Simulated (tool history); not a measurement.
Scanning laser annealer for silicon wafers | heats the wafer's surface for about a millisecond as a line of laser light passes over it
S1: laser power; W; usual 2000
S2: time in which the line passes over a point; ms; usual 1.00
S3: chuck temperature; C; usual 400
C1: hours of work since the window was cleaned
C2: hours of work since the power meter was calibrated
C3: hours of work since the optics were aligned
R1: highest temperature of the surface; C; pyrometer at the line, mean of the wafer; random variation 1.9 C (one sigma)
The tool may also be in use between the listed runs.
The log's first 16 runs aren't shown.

run 17 hour=181.8 | S1=2000 S2=1.00 S3=400 | C1=31 C2=397 C3=237 | R1=1167
run 18 hour=193.5 | S1=2000 S2=1.00 S3=400 | C1=40 C2=406 C3=246 | R1=1165
run 19 hour=200.8 | S1=2000 S2=1.12 S3=400 | C1=46 C2=412 C3=252 | R1=1206
run 20 hour=207.2 | S1=2000 S2=0.76 S3=400 | C1=51 C2=417 C3=257 | R1=1078
-- hour=211.4 window over the wafer cleaned, once more
run 21 hour=221.1 | S1=2000 S2=0.76 S3=400 | C1=8 C2=426 C3=266 | R1=1113
run 22 hour=235.1 | S1=2000 S2=1.19 S3=400 | C1=19 C2=437 C3=277 | R1=1268
run 23 hour=244.1 | S1=2000 S2=0.84 S3=417 | C1=26 C2=444 C3=284 | R1=1162
run 24 hour=251.5 | S1=2000 S2=0.84 S3=417 | C1=32 C2=450 C3=290 | R1=1159
run 25 hour=258.1 | S1=1866 S2=1.05 S3=400 | C1=37 C2=456 C3=296 | R1=1168
run 26 hour=265.3 | S1=1709 S2=1.00 S3=384 | C1=43 C2=461 C3=301 | R1=1069
run 27 hour=276.3 | S1=1864 S2=1.00 S3=400 | C1=52 C2=470 C3=310 | R1=1149
run 28 hour=285.2 | S1=1864 S2=0.93 S3=400 | C1=59 C2=477 C3=317 | R1=1128
run 29 hour=291.7 | S1=1864 S2=0.93 S3=400 | C1=64 C2=482 C3=322 | R1=1124
run 30 hour=305.4 | S1=1864 S2=0.93 S3=400 | C1=75 C2=493 C3=333 | R1=1120
run 31 hour=315.6 | S1=1974 S2=1.00 S3=428 | C1=83 C2=501 C3=341 | R1=1220
run 32 hour=329.3 | S1=1849 S2=1.00 S3=361 | C1=94 C2=512 C3=352 | R1=1096
run 33 hour=339.1 | S1=1812 S2=0.94 S3=361 | C1=101 C2=520 C3=360 | R1=1068
run 34 hour=353.0 | S1=1776 S2=0.95 S3=422 | C1=112 C2=531 C3=371 | R1=1116
run 35 hour=360.5 | S1=1925 S2=1.00 S3=400 | C1=118 C2=537 C3=377 | R1=1169
run 36 hour=369.0 | S1=1970 S2=1.00 S3=382 | C1=125 C2=544 C3=384 | R1=1167
run 37 hour=380.6 | S1=1970 S2=1.00 S3=382 | C1=134 C2=553 C3=393 | R1=1171
run 38 hour=394.1 | S1=1879 S2=0.73 S3=373 | C1=145 C2=563 C3=404 | R1=1025
run 39 hour=403.1 | S1=1923 S2=0.70 S3=425 | C1=152 C2=571 C3=411 | R1=1084
run 40 hour=414.0 | S1=1958 S2=0.70 S3=367 | C1=161 C2=579 C3=419 | R1=1037
run 41 hour=428.1 | S1=1958 S2=0.70 S3=367 | C1=172 C2=590 C3=431 | R1=1035

Forecast each of these 4 alternatives for the next run:
run A hour=442.3 | S1=2055 S2=0.72 S3=403 | C1=183 C2=602 C3=442 | R1=?
run B hour=442.3 | S1=1958 S2=0.70 S3=383 | C1=183 C2=602 C3=442 | R1=?
run C hour=442.3 | S1=1747 S2=0.84 S3=367 | C1=183 C2=602 C3=442 | R1=?
run D hour=442.3 | S1=2000 S2=0.74 S3=426 | C1=183 C2=602 C3=442 | R1=?

run=A R1=1109
run=B R1=1050
run=C R1=1012
run=D R1=1121
Without the tool's hidden state the same runs would have given:
run=A R1=1121
run=B R1=1061
run=C R1=1022
run=D R1=1132

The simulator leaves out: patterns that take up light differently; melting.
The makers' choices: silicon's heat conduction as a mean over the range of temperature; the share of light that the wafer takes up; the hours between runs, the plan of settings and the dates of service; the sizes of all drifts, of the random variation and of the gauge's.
